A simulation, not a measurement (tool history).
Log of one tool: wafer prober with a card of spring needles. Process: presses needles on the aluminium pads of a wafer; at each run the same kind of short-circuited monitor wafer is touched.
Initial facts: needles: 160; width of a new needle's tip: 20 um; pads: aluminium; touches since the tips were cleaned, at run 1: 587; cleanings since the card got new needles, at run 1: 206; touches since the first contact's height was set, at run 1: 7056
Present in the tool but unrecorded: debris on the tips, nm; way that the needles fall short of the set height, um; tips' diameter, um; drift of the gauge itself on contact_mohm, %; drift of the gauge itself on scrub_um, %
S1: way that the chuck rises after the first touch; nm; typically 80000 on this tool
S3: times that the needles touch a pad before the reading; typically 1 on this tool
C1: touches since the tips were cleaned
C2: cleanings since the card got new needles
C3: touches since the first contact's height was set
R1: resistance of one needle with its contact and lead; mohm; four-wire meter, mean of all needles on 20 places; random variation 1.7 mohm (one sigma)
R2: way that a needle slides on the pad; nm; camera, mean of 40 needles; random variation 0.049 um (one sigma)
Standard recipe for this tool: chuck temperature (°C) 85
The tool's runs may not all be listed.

run 1 day=0.000 | S1=80000 chuck_temperature_(°C)=85 S3=1 | C1=587 C2=206 C3=7056 | R1=203 R2=19510
-- day=0.125 tips cleaned on abrasive film
-- day=0.292 tips cleaned on abrasive film
-- day=0.496 tips cleaned on abrasive film
-- day=0.704 tips cleaned on abrasive film
-- day=0.871 tips cleaned on abrasive film
-- day=1.075 tips cleaned on abrasive film
-- day=1.283 tips cleaned on abrasive film
-- day=1.488 tips cleaned on abrasive film
-- day=1.696 tips cleaned on abrasive film
run 2 day=1.817 | S1=80000 chuck_temperature_(°C)=85 S3=2 | C1=1485 C2=215 C3=28941 | R1=205 R2=19460
-- day=1.900 tips cleaned on abrasive film
-- day=2.067 tips cleaned on abrasive film
-- day=2.233 tips cleaned on abrasive film
-- day=2.442 tips cleaned on abrasive film
-- day=2.646 tips cleaned on abrasive film
-- day=2.812 tips cleaned on abrasive film
-- day=3.021 tips cleaned on abrasive film
-- day=3.183 tips cleaned on abrasive film
-- day=3.392 tips cleaned on abrasive film
-- day=3.558 tips cleaned on abrasive film
run 3 day=3.658 | S1=80000 chuck_temperature_(°C)=85 S3=2 | C1=1257 C2=225 C3=51098 | R1=202 R2=19290
-- day=3.746 tips cleaned on abrasive film
-- day=3.950 tips cleaned on abrasive film
-- day=4.117 tips cleaned on abrasive film
-- day=4.325 tips cleaned on abrasive film
-- day=4.529 tips cleaned on abrasive film
-- day=4.700 tips cleaned on abrasive film
run 4 day=4.700 | S1=80000 chuck_temperature_(°C)=85 S3=2 | C1=0 C2=231 C3=63594 | R1=183 R2=19210
-- day=4.908 tips cleaned on abrasive film
-- day=5.079 height of the first contact set anew
-- day=5.125 tips cleaned on abrasive film
-- day=5.333 tips cleaned on abrasive film
-- day=5.500 tips cleaned on abrasive film
-- day=5.704 tips cleaned on abrasive film
-- day=5.912 tips cleaned on abrasive film
-- day=6.075 tips cleaned on abrasive film
-- day=6.283 tips cleaned on abrasive film
-- day=6.450 tips cleaned on abrasive film
-- day=6.654 tips cleaned on abrasive film
run 5 day=6.704 | S1=80000 chuck_temperature_(°C)=85 S3=2 | C1=590 C2=241 C3=19500 | R1=196 R2=19490
-- day=6.829 tips cleaned on abrasive film
-- day=6.996 tips cleaned on abrasive film
-- day=7.200 tips cleaned on abrasive film
-- day=7.408 tips cleaned on abrasive film
-- day=7.617 tips cleaned on abrasive film
-- day=7.821 tips cleaned on abrasive film
-- day=7.988 tips cleaned on abrasive film
run 6 day=8.117 | S1=80000 chuck_temperature_(°C)=85 S3=2 | C1=1618 C2=248 C3=36546 | R1=205 R2=19320
-- day=8.162 tips cleaned on abrasive film
-- day=8.329 tips cleaned on abrasive film
-- day=8.538 tips cleaned on abrasive film
-- day=8.742 tips cleaned on abrasive film
-- day=8.908 tips cleaned on abrasive film
-- day=9.112 tips cleaned on abrasive film
-- day=9.279 tips cleaned on abrasive film
-- day=9.488 tips cleaned on abrasive film
-- day=9.692 tips cleaned on abrasive film
run 7 day=9.808 | S1=80000 chuck_temperature_(°C)=85 S3=2 | C1=1415 C2=257 C3=56871 | R1=209 R2=19260
-- day=9.892 tips cleaned on abrasive film
-- day=10.100 tips cleaned on abrasive film
-- day=10.267 tips cleaned on abrasive film
-- day=10.471 tips cleaned on abrasive film
-- day=10.679 tips cleaned on abrasive film
-- day=10.733 height of the first contact set anew
-- day=10.858 tips cleaned on abrasive film
-- day=11.062 tips cleaned on abrasive film
-- day=11.271 tips cleaned on abrasive film
-- day=11.438 tips cleaned on abrasive film
-- day=11.642 tips cleaned on abrasive film
-- day=11.850 tips cleaned on abrasive film
run 8 day=11.850 | S1=80000 chuck_temperature_(°C)=85 S3=1 | C1=17 C2=268 C3=13453 | R1=185 R2=19410
-- day=12.017 tips cleaned on abrasive film
-- day=12.221 tips cleaned on abrasive film
-- day=12.388 tips cleaned on abrasive film
-- day=12.554 tips cleaned on abrasive film
-- day=12.762 tips cleaned on abrasive film
-- day=12.967 tips cleaned on abrasive film
-- day=13.175 tips cleaned on abrasive film
-- day=13.379 tips cleaned on abrasive film
-- day=13.588 tips cleaned on abrasive film
-- day=13.792 tips cleaned on abrasive film
-- day=13.958 tips cleaned on abrasive film
run 9 day=14.012 | S1=80000 chuck_temperature_(°C)=85 S3=3 | C1=669 C2=279 C3=39496 | R1=189 R2=19320
-- day=14.138 tips cleaned on abrasive film
-- day=14.304 tips cleaned on abrasive film
-- day=14.471 tips cleaned on abrasive film
-- day=14.679 tips cleaned on abrasive film
-- day=14.883 tips cleaned on abrasive film
run 10 day=14.925 | S1=80000 chuck_temperature_(°C)=85 S3=3 | C1=498 C2=284 C3=50444 | R1=189 R2=19260
-- day=15.092 tips cleaned on abrasive film
-- day=15.258 tips cleaned on abrasive film
-- day=15.462 tips cleaned on abrasive film
-- day=15.629 tips cleaned on abrasive film
-- day=15.833 tips cleaned on abrasive film
-- day=16.042 tips cleaned on abrasive film
-- day=16.250 tips cleaned on abrasive film
-- day=16.383 height of the first contact set anew
-- day=16.467 tips cleaned on abrasive film
-- day=16.675 tips cleaned on abrasive film
run 11 day=16.758 | S1=80000 chuck_temperature_(°C)=36 S3=1 | C1=1055 C2=293 C3=4539 | R1=210 R2=19590
-- day=16.846 tips cleaned on abrasive film
-- day=17.050 tips cleaned on abrasive film
-- day=17.258 tips cleaned on abrasive film
-- day=17.462 tips cleaned on abrasive film
-- day=17.629 tips cleaned on abrasive film
-- day=17.838 tips cleaned on abrasive film
-- day=18.042 tips cleaned on abrasive film
-- day=18.208 tips cleaned on abrasive film
run 12 day=18.325 | S1=74000 chuck_temperature_(°C)=85 S3=1 | C1=1423 C2=301 C3=23379 | R1=230 R2=17910
-- day=18.408 tips cleaned on abrasive film
-- day=18.617 tips cleaned on abrasive film
-- day=18.821 tips cleaned on abrasive film
-- day=19.029 tips cleaned on abrasive film
-- day=19.233 tips cleaned on abrasive film
-- day=19.442 tips cleaned on abrasive film
-- day=19.646 tips cleaned on abrasive film
run 13 day=19.700 | S1=92000 chuck_temperature_(°C)=98 S3=3 | C1=621 C2=308 C3=39924 | R1=187 R2=22390
-- day=19.825 tips cleaned on abrasive film
-- day=20.029 tips cleaned on abrasive film
-- day=20.196 tips cleaned on abrasive film
-- day=20.362 tips cleaned on abrasive film
-- day=20.571 tips cleaned on abrasive film
-- day=20.775 tips cleaned on abrasive film
-- day=20.983 tips cleaned on abrasive film
-- day=21.188 tips cleaned on abrasive film
-- day=21.354 tips cleaned on abrasive film
run 14 day=21.462 | S1=61000 chuck_temperature_(°C)=97 S3=1 | C1=1347 C2=317 C3=61178 | R1=263 R2=14640
-- day=21.550 tips cleaned on abrasive film
-- day=21.717 tips cleaned on abrasive film
-- day=21.921 tips cleaned on abrasive film
-- day=22.017 height of the first contact set anew
-- day=22.142 tips cleaned on abrasive film
-- day=22.304 tips cleaned on abrasive film
-- day=22.512 tips cleaned on abrasive film
-- day=22.721 tips cleaned on abrasive film
run 15 day=22.808 | S1=61000 chuck_temperature_(°C)=97 S3=1 | C1=1115 C2=324 C3=9575 | R1=252 R2=14800
-- day=22.896 tips cleaned on abrasive film
-- day=23.062 tips cleaned on abrasive film
-- day=23.267 tips cleaned on abrasive film
-- day=23.475 tips cleaned on abrasive film
-- day=23.679 tips cleaned on abrasive film
-- day=23.846 tips cleaned on abrasive film
-- day=24.054 tips cleaned on abrasive film
-- day=24.258 tips cleaned on abrasive film
-- day=24.467 tips cleaned on abrasive film
-- day=24.633 tips cleaned on abrasive film
-- day=24.838 tips cleaned on abrasive film
run 16 day=24.838 | S1=94000 chuck_temperature_(°C)=85 S3=1 | C1=0 C2=335 C3=33940 | R1=188 R2=22740
-- day=25.042 tips cleaned on abrasive film
-- day=25.250 tips cleaned on abrasive film
-- day=25.454 tips cleaned on abrasive film
-- day=25.662 tips cleaned on abrasive film
-- day=25.829 tips cleaned on abrasive film
-- day=26.033 tips cleaned on abrasive film
-- day=26.242 tips cleaned on abrasive film
-- day=26.408 tips cleaned on abrasive film
run 17 day=26.483 | S1=94000 chuck_temperature_(°C)=85 S3=1 | C1=957 C2=343 C3=53807 | R1=206 R2=22750
-- day=26.608 tips cleaned on abrasive film
-- day=26.775 tips cleaned on abrasive film
-- day=26.942 tips cleaned on abrasive film
-- day=27.150 tips cleaned on abrasive film
-- day=27.354 tips cleaned on abrasive film
-- day=27.521 tips cleaned on abrasive film
run 18 day=27.596 | S1=72000 chuck_temperature_(°C)=26 S3=2 | C1=912 C2=349 C3=67160 | R1=198 R2=17290
-- day=27.650 height of the first contact set anew
-- day=27.733 tips cleaned on abrasive film
-- day=27.900 tips cleaned on abrasive film
-- day=28.067 tips cleaned on abrasive film
-- day=28.271 tips cleaned on abrasive film
-- day=28.479 tips cleaned on abrasive film
-- day=28.683 tips cleaned on abrasive film
-- day=28.850 tips cleaned on abrasive film
run 19 day=28.954 | S1=80000 chuck_temperature_(°C)=41 S3=1 | C1=1259 C2=356 C3=15691 | R1=215 R2=19500

What if the next run were any one of these 4? Each begins from the tool's condition after run 19:
-- day=29.038 tips cleaned on abrasive film
-- day=29.204 tips cleaned on abrasive film
-- day=29.412 tips cleaned on abrasive film
-- day=29.617 tips cleaned on abrasive film
-- day=29.783 tips cleaned on abrasive film
-- day=29.988 tips cleaned on abrasive film
-- day=30.196 tips cleaned on abrasive film
-- day=30.362 tips cleaned on abrasive film
-- day=30.862 card fitted with new needles
-- day=31.067 tips cleaned on abrasive film
-- day=31.233 tips cleaned on abrasive film
-- day=31.442 tips cleaned on abrasive film
run A day=31.533 | S1=80000 chuck_temperature_(°C)=37 S3=1 | C1=1146 C2=3 C3=8112 | R1=? R2=?
-- day=29.038 tips cleaned on abrasive film
-- day=29.204 tips cleaned on abrasive film
-- day=29.412 tips cleaned on abrasive film
-- day=29.617 tips cleaned on abrasive film
-- day=29.783 tips cleaned on abrasive film
-- day=29.988 tips cleaned on abrasive film
-- day=30.196 tips cleaned on abrasive film
-- day=30.362 tips cleaned on abrasive film
-- day=30.862 card fitted with new needles
-- day=31.067 tips cleaned on abrasive film
-- day=31.233 tips cleaned on abrasive film
-- day=31.442 tips cleaned on abrasive film
run B day=31.533 | S1=80000 chuck_temperature_(°C)=95 S3=1 | C1=1146 C2=3 C3=8112 | R1=? R2=?
-- day=29.038 tips cleaned on abrasive film
-- day=29.204 tips cleaned on abrasive film
-- day=29.412 tips cleaned on abrasive film
-- day=29.617 tips cleaned on abrasive film
-- day=29.783 tips cleaned on abrasive film
-- day=29.988 tips cleaned on abrasive film
-- day=30.196 tips cleaned on abrasive film
-- day=30.362 tips cleaned on abrasive film
-- day=30.862 card fitted with new needles
-- day=31.067 tips cleaned on abrasive film
-- day=31.233 tips cleaned on abrasive film
-- day=31.442 tips cleaned on abrasive film
run C day=31.533 | S1=74000 chuck_temperature_(°C)=41 S3=1 | C1=1146 C2=3 C3=8112 | R1=? R2=?
-- day=29.038 tips cleaned on abrasive film
-- day=29.204 tips cleaned on abrasive film
-- day=29.412 tips cleaned on abrasive film
-- day=29.617 tips cleaned on abrasive film
-- day=29.783 tips cleaned on abrasive film
-- day=29.988 tips cleaned on abrasive film
-- day=30.196 tips cleaned on abrasive film
-- day=30.362 tips cleaned on abrasive film
-- day=30.862 card fitted with new needles
-- day=31.067 tips cleaned on abrasive film
-- day=31.233 tips cleaned on abrasive film
-- day=31.442 tips cleaned on abrasive film
run D day=31.533 | S1=64000 chuck_temperature_(°C)=41 S3=1 | C1=1146 C2=3 C3=8112 | R1=? R2=?

run=A R1=195 R2=19580
run=B R1=204 R2=19440
run=C R1=205 R2=18130
run=D R1=217 R2=15640
With the hidden condition removed and each run's random variation left untouched, the same runs would have given:
run=A R1=165 R2=19620
run=B R1=177 R2=19480
run=C R1=171 R2=18170
run=D R1=172 R2=15680

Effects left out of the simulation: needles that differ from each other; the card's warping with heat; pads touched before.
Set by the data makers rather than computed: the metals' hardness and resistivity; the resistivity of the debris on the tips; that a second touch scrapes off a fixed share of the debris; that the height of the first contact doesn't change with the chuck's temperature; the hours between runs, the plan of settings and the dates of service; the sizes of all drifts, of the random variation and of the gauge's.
